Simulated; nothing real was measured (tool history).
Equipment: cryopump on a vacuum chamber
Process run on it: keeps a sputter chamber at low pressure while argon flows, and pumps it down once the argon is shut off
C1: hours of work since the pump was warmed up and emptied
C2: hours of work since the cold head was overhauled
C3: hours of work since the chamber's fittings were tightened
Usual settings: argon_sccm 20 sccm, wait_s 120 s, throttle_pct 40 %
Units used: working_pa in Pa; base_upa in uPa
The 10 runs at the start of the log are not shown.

Run 11, hour 469.5: usual settings but argon_sccm 12 sccm; C1 154; C2 1057; C3 1922. Result: working_pa 0.0257 Pa, base_upa 1.8 uPa.
Run 12, hour 514.9: usual settings but argon_sccm 12 sccm; C1 175; C2 1078; C3 1943. Result: working_pa 0.0247 Pa, base_upa 1.76 uPa.
Run 13, hour 559.4: usual settings but argon_sccm 25 sccm; C1 195; C2 1099; C3 1964. Result: working_pa 0.0534 Pa, base_upa 1.8 uPa.
Run 14, hour 607.7: usual settings; C1 218; C2 1121; C3 1986. Result: working_pa 0.0426 Pa, base_upa 1.84 uPa.
Run 15, hour 641.2: usual settings; C1 233; C2 1136; C3 2001. Result: working_pa 0.0433 Pa, base_upa 1.87 uPa.
Run 16, hour 706.3: usual settings; C1 263; C2 1166; C3 2031. Result: working_pa 0.0436 Pa, base_upa 1.83 uPa.
Run 17, hour 755.9: usual settings but throttle_pct 20 %; C1 286; C2 1189; C3 2054. Result: working_pa 0.0831 Pa, base_upa 1.92 uPa.
Run 18, hour 792.4: usual settings but throttle_pct 20 %; C1 303; C2 1206; C3 2071. Result: working_pa 0.0846 Pa, base_upa 1.97 uPa.
Run 19, hour 827.1: usual settings but throttle_pct 20 %; C1 319; C2 1222; C3 2087. Result: working_pa 0.0849 Pa, base_upa 1.99 uPa.
Run 20, hour 871.1: usual settings but throttle_pct 37 %; C1 339; C2 1242; C3 2107. Result: working_pa 0.0467 Pa, base_upa 1.96 uPa.
Run 21, hour 940.4: usual settings but argon_sccm 9 sccm, wait_s 47 s, throttle_pct 16 %; C1 371; C2 1274; C3 2139. Result: working_pa 0.0467 Pa, base_upa 2.84 uPa.
Run 22, hour 997.4: usual settings but argon_sccm 8 sccm, wait_s 46 s, throttle_pct 28 %; C1 397; C2 1300; C3 2165. Result: working_pa 0.0251 Pa, base_upa 3.12 uPa.
Run 23, hour 1056.8: usual settings but argon_sccm 9 sccm, wait_s 44 s, throttle_pct 35 %; C1 424; C2 1327; C3 2192. Result: working_pa 0.0225 Pa, base_upa 3.13 uPa.
Run 24, hour 1101.1: usual settings but argon_sccm 12 sccm, wait_s 31 s; C1 445; C2 1348; C3 2213. Result: working_pa 0.0271 Pa, base_upa 3.7 uPa.
At hour 1118.6: pump warmed up, emptied and cooled again.
Run 25, hour 1145: usual settings but argon_sccm 12 sccm, wait_s 31 s; C1 12; C2 1366; C3 2231. Result: working_pa 0.025 Pa, base_upa 3.61 uPa.
Run 26, hour 1211.6: usual settings but wait_s 147 s; C1 43; C2 1396; C3 2261. Result: working_pa 0.041 Pa, base_upa 1.77 uPa.
Run 27, hour 1278.2: usual settings but argon_sccm 36 sccm, wait_s 39 s, throttle_pct 18 %; C1 73; C2 1427; C3 2292. Result: working_pa 0.163 Pa, base_upa 3.05 uPa.
Run 28, hour 1320.5: usual settings but argon_sccm 22 sccm, wait_s 51 s; C1 93; C2 1446; C3 2311. Result: working_pa 0.0461 Pa, base_upa 2.67 uPa.
Run 29, hour 1373.2: usual settings but argon_sccm 8 sccm, wait_s 51 s, throttle_pct 15 %; C1 117; C2 1471; C3 2336. Result: working_pa 0.0439 Pa, base_upa 2.7 uPa.
Run 30, hour 1443: usual settings but argon_sccm 34 sccm, wait_s 220 s, throttle_pct 42 %; C1 149; C2 1503; C3 2368. Result: working_pa 0.0684 Pa, base_upa 1.71 uPa.
Run 31, hour 1478.9: usual settings but argon_sccm 34 sccm, wait_s 220 s, throttle_pct 42 %; C1 166; C2 1519; C3 2384. Result: working_pa 0.0685 Pa, base_upa 1.77 uPa.
Run 32, hour 1529.5: usual settings but argon_sccm 16 sccm, wait_s 141 s, throttle_pct 18 %; C1 189; C2 1543; C3 2408. Result: working_pa 0.0738 Pa, base_upa 1.92 uPa.
Run 33, hour 1571.1: usual settings but argon_sccm 16 sccm, wait_s 141 s, throttle_pct 18 %; C1 208; C2 1562; C3 2427. Result: working_pa 0.0739 Pa, base_upa 2 uPa.

3 ways to go on from here, each from the tool as it stands after run 33. What would each give?
Run A, hour 1608.8: usual settings but argon_sccm 32 sccm, wait_s 147 s, throttle_pct 17 %; C1 226; C2 1579; C3 2444. Result: working_pa ?, base_upa ?.
Run B, hour 1608.8: usual settings but wait_s 141 s, throttle_pct 18 %; C1 226; C2 1579; C3 2444. Result: working_pa ?, base_upa ?.
Run C, hour 1608.8: usual settings but wait_s 72 s; C1 226; C2 1579; C3 2444. Result: working_pa ?, base_upa ?.

run  working_pa  base_upa
  A      0.1563      1.95
  B      0.0927      1.97
  C      0.0425      2.43
Take away the tool's hidden state, keep each run's random variation, and the runs would have read:
run  working_pa  base_upa
  A      0.1527      0.63
  B      0.0904      0.65
  C      0.0403      1.09
